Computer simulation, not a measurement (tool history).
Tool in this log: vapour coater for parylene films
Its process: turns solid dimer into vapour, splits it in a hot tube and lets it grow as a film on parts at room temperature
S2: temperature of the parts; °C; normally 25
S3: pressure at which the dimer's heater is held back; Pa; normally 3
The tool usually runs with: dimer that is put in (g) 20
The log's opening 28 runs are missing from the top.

{"run": 29, "hour": 772.0, "dimer that is put in (g)": 18, "S2": 25, "S3": 5.5, "thickness of the film (nm)": 15540}
{"run": 30, "hour": 800.4, "dimer that is put in (g)": 15, "S2": 31, "S3": 4.05, "thickness of the film (nm)": 12010}
{"run": 31, "hour": 819.3, "dimer that is put in (g)": 10, "S2": 25, "S3": 3, "thickness of the film (nm)": 9100}
{"run": 32, "hour": 846.4, "dimer that is put in (g)": 20, "S2": 37, "S3": 9.92, "thickness of the film (nm)": 13040}
{"run": 33, "hour": 864.0, "dimer that is put in (g)": 20, "S2": 37, "S3": 9.92, "thickness of the film (nm)": 13010}
{"run": 34, "hour": 890.7, "dimer that is put in (g)": 28, "S2": 37, "S3": 2.88, "thickness of the film (nm)": 20980}
{"run": 35, "hour": 908.1, "dimer that is put in (g)": 28, "S2": 37, "S3": 2.88, "thickness of the film (nm)": 21090}
{"run": 36, "hour": 938.0, "dimer that is put in (g)": 21, "S2": 26, "S3": 3.04, "thickness of the film (nm)": 18890}
{"run": 37, "hour": 972.4, "dimer that is put in (g)": 21, "S2": 26, "S3": 3.04, "thickness of the film (nm)": 18730}
{"run": 38, "hour": 1012.2, "dimer that is put in (g)": 21, "S2": 26, "S3": 3.04, "thickness of the film (nm)": 18770}
{"run": 39, "hour": 1040.5, "dimer that is put in (g)": 19, "S2": 30, "S3": 6.45, "thickness of the film (nm)": 14810}
{"hour": 1049.6, "done": "trap's valve overhauled"}
{"run": 40, "hour": 1068.1, "dimer that is put in (g)": 9, "S2": 32, "S3": 5.47, "thickness of the film (nm)": 6840}
{"run": 41, "hour": 1084.9, "dimer that is put in (g)": 20, "S2": 20, "S3": 3, "thickness of the film (nm)": 20130}
{"run": 42, "hour": 1113.1, "dimer that is put in (g)": 20, "S2": 20, "S3": 3, "thickness of the film (nm)": 19990}
{"run": 43, "hour": 1133.3, "dimer that is put in (g)": 23, "S2": 25, "S3": 4.82, "thickness of the film (nm)": 19860}
{"run": 44, "hour": 1150.3, "dimer that is put in (g)": 8, "S2": 20, "S3": 2.57, "thickness of the film (nm)": 8230}
{"run": 45, "hour": 1190.8, "dimer that is put in (g)": 12, "S2": 20, "S3": 5.24, "thickness of the film (nm)": 11270}
{"run": 46, "hour": 1222.9, "dimer that is put in (g)": 12, "S2": 25, "S3": 2.56, "thickness of the film (nm)": 11290}
{"run": 47, "hour": 1256.3, "dimer that is put in (g)": 12, "S2": 22, "S3": 3, "thickness of the film (nm)": 11530}

Branching from run 47: 3 alternative next runs. What would each branch give?
{"run": "A", "hour": 1291.1, "dimer that is put in (g)": 15, "S2": 18, "S3": 6.84, "thickness of the film (nm)": "?"}
{"run": "B", "hour": 1291.1, "dimer that is put in (g)": 15, "S2": 27, "S3": 7.14, "thickness of the film (nm)": "?"}
{"run": "C", "hour": 1291.1, "dimer that is put in (g)": 13, "S2": 34, "S3": 3, "thickness of the film (nm)": "?"}

run=A thickness_of_the_film_(nm)=14280
run=B thickness_of_the_film_(nm)=11960
run=C thickness_of_the_film_(nm)=10260
Had the tool no hidden state, the same runs would have come out as:
run=A thickness_of_the_film_(nm)=14310
run=B thickness_of_the_film_(nm)=11980
run=C thickness_of_the_film_(nm)=10280

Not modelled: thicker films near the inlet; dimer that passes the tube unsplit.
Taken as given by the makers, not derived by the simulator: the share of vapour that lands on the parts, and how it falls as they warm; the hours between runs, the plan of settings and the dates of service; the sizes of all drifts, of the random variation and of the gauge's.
